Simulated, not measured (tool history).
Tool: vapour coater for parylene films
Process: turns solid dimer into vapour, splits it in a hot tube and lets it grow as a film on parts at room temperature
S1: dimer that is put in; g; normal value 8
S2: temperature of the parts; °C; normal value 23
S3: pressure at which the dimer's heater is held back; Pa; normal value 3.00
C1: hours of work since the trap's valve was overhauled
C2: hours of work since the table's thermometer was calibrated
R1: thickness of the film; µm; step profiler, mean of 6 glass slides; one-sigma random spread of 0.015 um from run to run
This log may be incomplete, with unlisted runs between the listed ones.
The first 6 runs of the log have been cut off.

run   hour  S1  S2    S3   C1   C2    R1
  7  255.0   8  23  3.00  167  403  2.20
  8  306.7   8  23  5.37  191  427  2.00
  9  376.2   8  23  3.00  224  460  2.18
 10  409.5   8  23  3.00  240  476  2.17
 11  452.6   5  23  3.00  260  496  1.34
 12  499.6   5  23  3.00  282  518  1.35
 13  530.5   5  23  3.00  297  533  1.33
 14  581.5   5  23  3.00  321  557  1.34
     618.5  -- trap's valve overhauled
 15  626.5   5  23  3.00    4  576  1.30
 16  678.6   6  23  3.00   28  601  1.54
 17  715.4   7  23  3.00   46  618  1.79

What does the tool deliver on the next run?
 18  765.1  11  23  3.15  69  641   ?

For run 18 the tool returned R1 2.75 µm.
Minus the tool's unlogged condition, the same run would have read R1 3.13 µm.
